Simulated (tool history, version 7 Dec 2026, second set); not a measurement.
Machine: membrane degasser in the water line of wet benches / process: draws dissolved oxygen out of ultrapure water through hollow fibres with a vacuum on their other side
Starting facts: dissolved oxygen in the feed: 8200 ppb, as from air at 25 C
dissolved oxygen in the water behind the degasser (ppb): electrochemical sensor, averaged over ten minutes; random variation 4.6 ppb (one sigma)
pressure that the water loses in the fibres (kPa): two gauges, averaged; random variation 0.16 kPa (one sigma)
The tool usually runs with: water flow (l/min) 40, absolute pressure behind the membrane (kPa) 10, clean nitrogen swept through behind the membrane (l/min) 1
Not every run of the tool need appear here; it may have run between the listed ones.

run   hour  water flow (l/min)  absolute pressure behind the membrane (kPa)  clean nitrogen swept through behind the membrane (l/min)  dissolved oxygen in the water behind the degasser (ppb)  pressure that the water loses in the fibres (kPa)
  1      0                  40                                           10                                                         1                                                    702.1                                              26.83
  2     52                  40                                         19.4                                                         1                                                   1311.2                                              27.27
  3   90.5                  40                                           10                                                      1.75                                                      514                                              27.08
  4  123.1                  40                                           10                                                      1.75                                                    516.6                                              26.94
  5  185.7                  40                                           10                                                      1.75                                                    512.3                                              27.26
  6  229.4                  40                                           10                                                      1.75                                                    508.7                                              27.05
  7  269.3                  46                                          9.4                                                      1.67                                                    625.1                                              31.35
  8  319.1                  49                                         12.1                                                      0.43                                                   1610.5                                              33.15
  9  392.9                  49                                         12.1                                                      0.43                                                   1614.9                                              33.34
 10  445.6                  32                                         15.3                                                         1                                                    848.7                                              21.85
 11  520.2                  32                                         15.3                                                         1                                                    841.7                                              21.69

4 ways to go on from here, each from the tool as it stands after run 11. What would each give?
  A   566                  32                                           10                                                         1                                                        ?                                                  ?
  B   566                  39                                         20.6                                                      1.99                                                        ?                                                  ?
  C   566                  26                                         18.1                                                      1.07                                                        ?                                                  ?
  D   566                  32                                         17.5                                                         1                                                        ?                                                  ?

run  dissolved oxygen in the water behind the degasser (ppb)  pressure that the water loses in the fibres (kPa)
  A                                                    544.3                                              21.76
  B                                                    855.7                                              26.68
  C                                                    768.9                                               17.3
  D                                                      964                                              21.85
With no hidden state in the tool, these same runs would have given:
run  dissolved oxygen in the water behind the degasser (ppb)  pressure that the water loses in the fibres (kPa)
  A                                                    511.3                                              21.35
  B                                                    828.4                                              26.18
  C                                                    744.7                                              16.97
  D                                                    933.5                                              21.44
